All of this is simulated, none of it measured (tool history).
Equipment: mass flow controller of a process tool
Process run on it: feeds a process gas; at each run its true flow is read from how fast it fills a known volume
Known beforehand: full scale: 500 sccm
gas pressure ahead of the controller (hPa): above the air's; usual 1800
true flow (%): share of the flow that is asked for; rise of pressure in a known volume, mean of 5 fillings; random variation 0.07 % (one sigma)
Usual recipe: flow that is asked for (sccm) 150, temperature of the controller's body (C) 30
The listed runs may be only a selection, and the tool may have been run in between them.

run	day	flow that is asked for (sccm)	gas pressure ahead of the controller (hPa)	temperature of the controller's body (C)	true flow (%)
1	0	150	1800	30	95.52
2	12.654	150	1800	30	95.32
3	24.433	150	1800	30	95.21
4	31.388	150	1800	29	95.32
5	39.404	287	1800	30	96.4
6	53.783	287	1800	30	96.33
7	67.4	287	1800	30	96.3
8	75.55	150	1800	30	94.81
9	88.6	150	1800	30	94.66
10	96.308	150	1800	30	94.49
11	110.879	150	1800	30	94.44
12	123.342	150	1800	30	94.27
13	132.225	150	1800	21	95.16
14	143.688	150	1800	21	95.07
15	154.671	150	1800	26	94.42
16	164.042	150	1800	26	94.26
17	177.292	150	1800	30	93.77
18	185.558	150	1800	30	93.71
19	197.442	150	1800	30	93.65
20	206.821	150	1800	30	97.07
21	216.358	150	1800	24	97.55
22	232.025	150	1800	24	97.27
23	240.829	150	1800	24	97.27
24	248.892	150	1800	30	96.62
25	257.175	84	1800	30	95.84
26	267.742	227	1920	30	97.25
27	282.892	227	1920	30	96.97
28	289.617	227	1920	30	97.06
29	303.275	227	1920	30	96.64
30	311.608	227	1920	30	96.55
31	325.096	349	1680	30	97.51
32	338.812	349	1680	30	97.51
33	354.692	349	1680	30	97.36
34	364.604	51	1540	23	91.93
35	376.55	51	1540	23	91.66
36	391.083	159	1570	30	96.56
37	404.438	159	1570	30	96.46
38	413.304	159	1760	20	97.41
39	428.479	439	1410	38	97.34
40	436.054	150	1690	30	96.13
41	446.283	150	2110	30	96.12
42	456.204	259	2280	34	96.64
43	467.392	259	2280	34	96.56
44	478.692	59	1410	30	93.85
45	490.633	59	1410	30	93.51
46	503.6	59	1410	30	93.36
47	514.133	59	1410	30	93.16
48	527.692	118	1810	24	95.54
49	543.267	97	2450	30	94.36

Taken out of this log: 3 entries between the listed runs. Where each belongs, and how the hidden state differs across it:
From run 19 to run 20: controller exchanged for a calibrated one (day 203.175)
  flow at rest that the sensor doesn't see, % of full scale: -0.634 -> -0.037; true flow over the shown one, %: -1.43 -> -0.03
  measured result minus the result with no hidden state, true flow (%): -3.54 -> -0.15
From run 28 to run 29: controller's zero set anew (day 290.417)
  flow at rest that the sensor doesn't see, % of full scale: -0.214 -> -0.351; true flow over the shown one, %: -0.22 -> -0.25
  measured result minus the result with no hidden state, true flow (%): -0.68 -> -1.02
From run 35 to run 36: controller's zero set anew, once more (day 384.592)
  flow at rest that the sensor doesn't see, % of full scale: -0.51 -> -0.03; true flow over the shown one, %: -0.42 -> -0.45
  measured result minus the result with no hidden state, true flow (%): -5.41 -> -0.54
